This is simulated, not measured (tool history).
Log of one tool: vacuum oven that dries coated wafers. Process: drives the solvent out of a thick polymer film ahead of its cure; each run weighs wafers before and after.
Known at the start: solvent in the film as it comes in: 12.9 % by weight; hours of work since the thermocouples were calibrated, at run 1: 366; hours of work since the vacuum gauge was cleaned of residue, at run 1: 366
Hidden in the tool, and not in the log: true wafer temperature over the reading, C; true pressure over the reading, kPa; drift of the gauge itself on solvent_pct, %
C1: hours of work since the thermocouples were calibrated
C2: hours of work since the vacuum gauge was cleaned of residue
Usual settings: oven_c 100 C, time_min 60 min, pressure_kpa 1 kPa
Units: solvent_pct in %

Run 1, hour 0: usual settings; C1 366; C2 366. Result: solvent_pct 1.89 %.
Run 2, hour 26.8: usual settings; C1 383; C2 383. Result: solvent_pct 1.99 %.
Run 3, hour 62.5: usual settings; C1 406; C2 406. Result: solvent_pct 1.81 %.
Run 4, hour 85.2: usual settings; C1 420; C2 420. Result: solvent_pct 2.05 %.
Run 5, hour 127.6: usual settings but pressure_kpa 0.89 kPa; C1 447; C2 447. Result: solvent_pct 1.86 %.
Run 6, hour 175.6: usual settings but pressure_kpa 0.89 kPa; C1 477; C2 477. Result: solvent_pct 1.88 %.
Run 7, hour 198.4: usual settings but pressure_kpa 0.89 kPa; C1 491; C2 491. Result: solvent_pct 1.84 %.
Run 8, hour 221.8: usual settings but time_min 32 min; C1 506; C2 506. Result: solvent_pct 3.73 %.
Run 9, hour 259.9: usual settings but time_min 32 min; C1 530; C2 530. Result: solvent_pct 3.72 %.
Run 10, hour 309.5: usual settings but time_min 32 min; C1 561; C2 561. Result: solvent_pct 3.7 %.
Run 11, hour 330.3: usual settings but oven_c 87 C; C1 575; C2 575. Result: solvent_pct 4.48 %.
Run 12, hour 351.7: usual settings but oven_c 87 C; C1 588; C2 588. Result: solvent_pct 4.41 %.
Run 13, hour 390.2: usual settings but time_min 51 min; C1 612; C2 612. Result: solvent_pct 2.33 %.
Run 14, hour 423.8: usual settings but time_min 51 min; C1 633; C2 633. Result: solvent_pct 2.42 %.
Run 15, hour 458: usual settings but oven_c 87 C, time_min 46 min, pressure_kpa 3.02 kPa; C1 655; C2 655. Result: solvent_pct 7.54 %.
Run 16, hour 487.4: usual settings but oven_c 101 C, time_min 51 min, pressure_kpa 0.54 kPa; C1 674; C2 674. Result: solvent_pct 1.94 %.
Run 17, hour 533.1: usual settings but oven_c 98 C, time_min 46 min, pressure_kpa 0.85 kPa; C1 702; C2 702. Result: solvent_pct 3 %.
Run 18, hour 577.2: usual settings but oven_c 98 C, time_min 46 min, pressure_kpa 0.85 kPa; C1 730; C2 730. Result: solvent_pct 2.97 %.
Run 19, hour 611.8: usual settings but time_min 48 min, pressure_kpa 0.55 kPa; C1 752; C2 752. Result: solvent_pct 2.23 %.
Run 20, hour 649.2: usual settings but oven_c 91 C, time_min 34 min, pressure_kpa 0.55 kPa; C1 776; C2 776. Result: solvent_pct 5.06 %.
Run 21, hour 680.7: usual settings but oven_c 86 C, time_min 67 min, pressure_kpa 1.93 kPa; C1 795; C2 795. Result: solvent_pct 5.73 %.
Run 22, hour 714.6: usual settings but oven_c 86 C, time_min 99 min, pressure_kpa 1.46 kPa; C1 817; C2 817. Result: solvent_pct 4.08 %.
Run 23, hour 749.2: usual settings but oven_c 89 C, time_min 37 min, pressure_kpa 1.46 kPa; C1 839; C2 839. Result: solvent_pct 6.19 %.
Run 24, hour 773.3: usual settings but oven_c 89 C, time_min 37 min, pressure_kpa 1.46 kPa; C1 854; C2 854. Result: solvent_pct 6.29 %.
Run 25, hour 817.9: usual settings but oven_c 89 C, time_min 37 min, pressure_kpa 1.46 kPa; C1 882; C2 882. Result: solvent_pct 6.29 %.
Run 26, hour 840.1: usual settings but oven_c 89 C, time_min 37 min, pressure_kpa 1.46 kPa; C1 896; C2 896. Result: solvent_pct 6.33 %.
Run 27, hour 888.5: usual settings but oven_c 109 C, time_min 65 min, pressure_kpa 0.98 kPa; C1 926; C2 926. Result: solvent_pct 1.07 %.

Some steps in solvent_pct between neighbouring runs. How much of each would the tool show without its hidden state too (settings, what came in, random variation), and how much is left for the hidden state, with any gauge scatter that isn't in both results?
Run 15 -> 16: oven_c 87 -> 101, time_min 46 -> 51, pressure_kpa 3.02 -> 0.54. solvent_pct -5.6 %: hidden state -0.15, all else -5.45.
Run 20 -> 21: oven_c 91 -> 86, time_min 34 -> 67, pressure_kpa 0.55 -> 1.93. solvent_pct +0.67 %: hidden state +0.18, all else +0.49.
Run 26 -> 27: oven_c 89 -> 109, time_min 37 -> 65, pressure_kpa 1.46 -> 0.98. solvent_pct -5.26 %: hidden state -0.3, all else -4.96.
